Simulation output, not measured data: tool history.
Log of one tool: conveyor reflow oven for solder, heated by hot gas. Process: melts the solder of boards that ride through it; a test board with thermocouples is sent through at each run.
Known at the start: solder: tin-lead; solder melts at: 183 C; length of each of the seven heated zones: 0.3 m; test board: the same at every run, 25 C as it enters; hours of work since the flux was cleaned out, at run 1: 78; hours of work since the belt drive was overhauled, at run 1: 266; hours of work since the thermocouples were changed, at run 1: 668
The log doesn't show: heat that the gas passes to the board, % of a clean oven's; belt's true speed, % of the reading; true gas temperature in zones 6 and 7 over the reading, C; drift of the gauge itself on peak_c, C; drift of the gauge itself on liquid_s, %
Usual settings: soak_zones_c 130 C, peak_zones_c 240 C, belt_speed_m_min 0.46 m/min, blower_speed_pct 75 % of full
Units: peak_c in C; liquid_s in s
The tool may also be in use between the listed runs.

| run | hour | soak_zones_c | peak_zones_c | belt_speed_m_min | blower_speed_pct | hours of work since the flux was cleaned out | hours of work since the belt drive was overhauled | hours of work since the thermocouples were changed | peak_c | liquid_s |
|---|---|---|---|---|---|---|---|---|---|---|
| 1 | 0 | 130 | 240 | 0.46 | 75 | 78 | 266 | 668 | 225.37 | 62.4 |
| 2 | 50.8 | 130 | 240 | 0.46 | 75 | 112 | 300 | 702 | 224.91 | 62.3 |
| 3 | 101.6 | 130 | 240 | 0.46 | 75 | 146 | 334 | 736 | 225.03 | 62.2 |
| 4 | 164.2 | 130 | 240 | 0.46 | 75 | 189 | 376 | 778 | 224.78 | 62 |
| 5 | 217.1 | 130 | 240 | 0.46 | 75 | 224 | 412 | 814 | 224.76 | 62.2 |
| 6 | 273 | 130 | 240 | 0.46 | 75 | 262 | 449 | 851 | 224.59 | 62.2 |
| 7 | 336.1 | 133 | 240 | 0.46 | 75 | 304 | 491 | 894 | 224.78 | 63.2 |
|  | 376.4 | flux residue cleaned out of gas plates and filters |
| 8 | 376.4 | 133 | 240 | 0.46 | 75 | 0 | 515 | 917 | 226.47 | 64.4 |
| 9 | 406.7 | 133 | 240 | 0.477 | 75 | 20 | 535 | 938 | 225.27 | 61.5 |
| 10 | 460.5 | 133 | 247 | 0.477 | 75 | 56 | 572 | 974 | 231.54 | 65.1 |
|  | 469.4 | belt drive overhauled, speed set with a stopwatch |
| 11 | 504.5 | 133 | 247 | 0.477 | 75 | 83 | 24 | 1001 | 231.46 | 65.1 |
| 12 | 542.8 | 133 | 247 | 0.472 | 75 | 109 | 49 | 1027 | 231.56 | 65.9 |
| 13 | 606.5 | 133 | 247 | 0.472 | 75 | 152 | 92 | 1069 | 231.48 | 65.8 |
|  | 623.3 | belt drive overhauled, speed set with a stopwatch, once more |
| 14 | 679.2 | 139 | 247 | 0.472 | 75 | 198 | 38 | 1115 | 231.74 | 66.8 |
| 15 | 722.3 | 139 | 247 | 0.472 | 75 | 227 | 66 | 1144 | 231.63 | 66.9 |
| 16 | 765.8 | 139 | 229 | 0.472 | 84 | 256 | 96 | 1174 | 217.61 | 58.7 |
| 17 | 814.7 | 130 | 250 | 0.46 | 75 | 289 | 129 | 1206 | 233.69 | 66.9 |
| 18 | 855.6 | 130 | 247 | 0.548 | 53 | 316 | 156 | 1234 | 214.13 | 43 |
|  | 876.4 | flux residue cleaned out of gas plates and filters |
| 19 | 895.4 | 130 | 247 | 0.548 | 53 | 13 | 179 | 1257 | 215.68 | 44.7 |
| 20 | 927.8 | 130 | 247 | 0.548 | 53 | 35 | 201 | 1279 | 215.8 | 44.5 |
| 21 | 976.6 | 130 | 246 | 0.46 | 55 | 67 | 234 | 1312 | 223.84 | 60.5 |
| 22 | 1025.9 | 130 | 246 | 0.46 | 55 | 100 | 267 | 1345 | 223.99 | 60.5 |
| 23 | 1053.9 | 130 | 246 | 0.46 | 55 | 119 | 286 | 1364 | 223.93 | 60.7 |
| 24 | 1099.1 | 130 | 243 | 0.46 | 83 | 149 | 316 | 1394 | 230.41 | 65.8 |
| 25 | 1145.8 | 130 | 243 | 0.46 | 83 | 181 | 348 | 1425 | 230.47 | 65.7 |
| 26 | 1184.7 | 125 | 242 | 0.508 | 63 | 207 | 374 | 1451 | 218.34 | 49.5 |
| 27 | 1229.8 | 125 | 242 | 0.508 | 63 | 237 | 404 | 1482 | 218.29 | 49.6 |
|  | 1262.2 | thermocouples of zones 6 and 7 changed |
| 28 | 1262.3 | 125 | 242 | 0.508 | 63 | 258 | 424 | 0 | 217.06 | 48.5 |
| 29 | 1307.3 | 125 | 242 | 0.508 | 63 | 288 | 455 | 30 | 216.8 | 48.5 |

Measured less the same run without the tool's hidden state. The same run-to-run variation is in both; the gauge's scatter may not be:
| run | peak_c | liquid_s |
|---|---|---|
| 1 | +0.29 | +0.5 |
| 2 | +0.19 | +0.4 |
| 3 | +0.1 | +0.5 |
| 4 | -0.07 | +0.3 |
| 5 | -0.19 | +0.3 |
| 6 | -0.31 | +0.3 |
| 7 | -0.43 | +0.3 |
| 8 | +1.21 | +1.5 |
| 9 | +1.15 | +1.5 |
| 10 | +1.05 | +1.5 |
| 11 | +1.06 | +1.7 |
| 12 | +0.96 | +1.6 |
| 13 | +0.83 | +1.7 |
| 14 | +0.13 | +0.2 |
| 15 | +0.03 | +0.2 |
| 16 | +0.08 | +0 |
| 17 | -0.25 | +0 |
| 18 | -0.42 | -0.3 |
| 19 | +1.26 | +1.3 |
| 20 | +1.19 | +1.2 |
| 21 | +1.18 | +1.2 |
| 22 | +1.11 | +1.2 |
| 23 | +1.05 | +1.2 |
| 24 | +0.87 | +0.9 |
| 25 | +0.77 | +0.9 |
| 26 | +0.61 | +0.9 |
| 27 | +0.5 | +0.8 |
| 28 | -0.84 | -0.2 |
| 29 | -0.96 | -0.4 |

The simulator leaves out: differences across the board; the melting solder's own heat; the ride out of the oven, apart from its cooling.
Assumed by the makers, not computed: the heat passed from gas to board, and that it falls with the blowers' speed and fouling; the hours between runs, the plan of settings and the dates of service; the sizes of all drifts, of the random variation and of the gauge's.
